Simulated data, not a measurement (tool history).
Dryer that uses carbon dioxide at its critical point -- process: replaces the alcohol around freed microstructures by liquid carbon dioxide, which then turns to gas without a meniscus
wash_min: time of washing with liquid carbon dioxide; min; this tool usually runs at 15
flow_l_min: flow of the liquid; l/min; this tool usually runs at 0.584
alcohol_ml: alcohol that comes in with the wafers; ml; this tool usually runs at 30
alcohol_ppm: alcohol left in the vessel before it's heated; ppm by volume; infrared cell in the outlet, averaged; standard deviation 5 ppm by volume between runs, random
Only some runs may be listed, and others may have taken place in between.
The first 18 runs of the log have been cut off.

| run | day | wash_min | flow_l_min | alcohol_ml | hours of work since the filter was changed | hours of work since the purifier's bed was changed | alcohol_ppm |
|---|---|---|---|---|---|---|---|
| 19 | 12.817 | 15 | 0.584 | 99 | 444 | 431 | 252 |
| 20 | 13.533 | 24 | 0.858 | 30 | 453 | 440 | 34 |
| 21 | 14.192 | 24 | 0.858 | 30 | 461 | 448 | 38 |
| 22 | 14.675 | 15 | 0.621 | 30 | 467 | 453 | 80 |
| 23 | 15.55 | 15 | 0.859 | 74 | 477 | 464 | 61 |
| 24 | 16.312 | 15 | 0.859 | 74 | 486 | 473 | 52 |
| 25 | 17.058 | 15 | 0.518 | 54 | 495 | 482 | 299 |
| 26 | 17.779 | 16 | 0.584 | 49 | 504 | 491 | 127 |
|  | 17.883 | inlet filter changed |
| 27 | 18.517 | 16 | 0.584 | 49 | 8 | 499 | 74 |
| 28 | 19.025 | 9 | 0.582 | 49 | 14 | 505 | 830 |
| 29 | 19.921 | 9 | 0.582 | 49 | 24 | 516 | 829 |
| 30 | 20.438 | 9 | 0.582 | 49 | 31 | 522 | 853 |
| 31 | 21.079 | 23 | 0.435 | 43 | 38 | 530 | 59 |
| 32 | 21.929 | 23 | 0.584 | 73 | 49 | 540 | 53 |
| 33 | 22.488 | 23 | 0.584 | 73 | 55 | 547 | 58 |
| 34 | 23.212 | 11 | 0.584 | 30 | 64 | 555 | 246 |
| 35 | 24.071 | 11 | 0.584 | 30 | 74 | 566 | 248 |
| 36 | 24.871 | 15 | 0.423 | 21 | 84 | 575 | 209 |

Predict each of these 3 candidate next runs independently; none follows another, all start after run 36:
| A | 25.288 | 17 | 0.447 | 30 | 89 | 580 | ? |
| B | 25.288 | 13 | 0.423 | 21 | 89 | 580 | ? |
| C | 25.288 | 15 | 0.95 | 117 | 89 | 580 | ? |

| run | alcohol_ppm |
|---|---|
| A | 146 |
| B | 383 |
| C | 59 |
With the hidden condition removed and each run's random variation left untouched, the same runs would have given:
| run | alcohol_ppm |
|---|---|
| A | 87 |
| B | 303 |
| C | 11 |
